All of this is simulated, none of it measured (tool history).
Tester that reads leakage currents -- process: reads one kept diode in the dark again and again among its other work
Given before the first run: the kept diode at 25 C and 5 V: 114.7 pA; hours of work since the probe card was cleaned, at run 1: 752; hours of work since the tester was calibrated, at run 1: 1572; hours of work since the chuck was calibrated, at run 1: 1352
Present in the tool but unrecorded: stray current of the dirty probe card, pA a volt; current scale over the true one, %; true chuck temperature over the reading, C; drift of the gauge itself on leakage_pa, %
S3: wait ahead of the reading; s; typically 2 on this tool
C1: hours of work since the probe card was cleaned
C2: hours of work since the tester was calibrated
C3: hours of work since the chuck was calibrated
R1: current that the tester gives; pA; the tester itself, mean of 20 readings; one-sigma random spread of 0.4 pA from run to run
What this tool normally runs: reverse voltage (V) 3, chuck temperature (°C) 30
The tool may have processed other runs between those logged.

{"run": 1, "hour": 0.0, "reverse voltage (V)": 3, "chuck temperature (°C)": 30, "S3": 2, "C1": 752, "C2": 1572, "C3": 1352, "R1": 143.84}
{"run": 2, "hour": 94.8, "reverse voltage (V)": 3, "chuck temperature (°C)": 30, "S3": 2, "C1": 809, "C2": 1630, "C3": 1409, "R1": 145.35}
{"run": 3, "hour": 207.9, "reverse voltage (V)": 3, "chuck temperature (°C)": 30, "S3": 2, "C1": 878, "C2": 1698, "C3": 1478, "R1": 145.56}
{"run": 4, "hour": 286.3, "reverse voltage (V)": 3, "chuck temperature (°C)": 30, "S3": 2, "C1": 926, "C2": 1746, "C3": 1525, "R1": 146.06}
{"run": 5, "hour": 343.2, "reverse voltage (V)": 3, "chuck temperature (°C)": 30, "S3": 2, "C1": 960, "C2": 1780, "C3": 1560, "R1": 146.15}
{"run": 6, "hour": 436.3, "reverse voltage (V)": 3, "chuck temperature (°C)": 30, "S3": 2, "C1": 1017, "C2": 1837, "C3": 1616, "R1": 146.51}
{"hour": 444.4, "done": "chuck's temperature calibrated"}
{"run": 7, "hour": 529.6, "reverse voltage (V)": 3, "chuck temperature (°C)": 24, "S3": 2, "C1": 1072, "C2": 1892, "C3": 52, "R1": 99.99}
{"run": 8, "hour": 607.5, "reverse voltage (V)": 10.45, "chuck temperature (°C)": 30, "S3": 2, "C1": 1119, "C2": 1939, "C3": 99, "R1": 276.07}
{"run": 9, "hour": 710.3, "reverse voltage (V)": 1.03, "chuck temperature (°C)": 30, "S3": 2, "C1": 1181, "C2": 2002, "C3": 161, "R1": 94.75}
{"hour": 762.1, "done": "chuck's temperature calibrated, once more"}
{"run": 10, "hour": 841.3, "reverse voltage (V)": 1.03, "chuck temperature (°C)": 30, "S3": 2, "C1": 1260, "C2": 2080, "C3": 48, "R1": 80.82}
{"run": 11, "hour": 901.9, "reverse voltage (V)": 1.34, "chuck temperature (°C)": 47, "S3": 0.52, "C1": 1297, "C2": 2117, "C3": 85, "R1": 288.85}

Run 12 has not been measured yet. What should we expect?
{"run": 12, "hour": 1001.7, "reverse voltage (V)": 1.34, "chuck temperature (°C)": 35, "S3": 0.57, "C1": 1357, "C2": 2177, "C3": 145, "R1": "?"}

Run 12 came out at R1 129.89 pA.
If the tool had no hidden condition, the same run with the same run-to-run variation would have returned R1 130.18 pA.
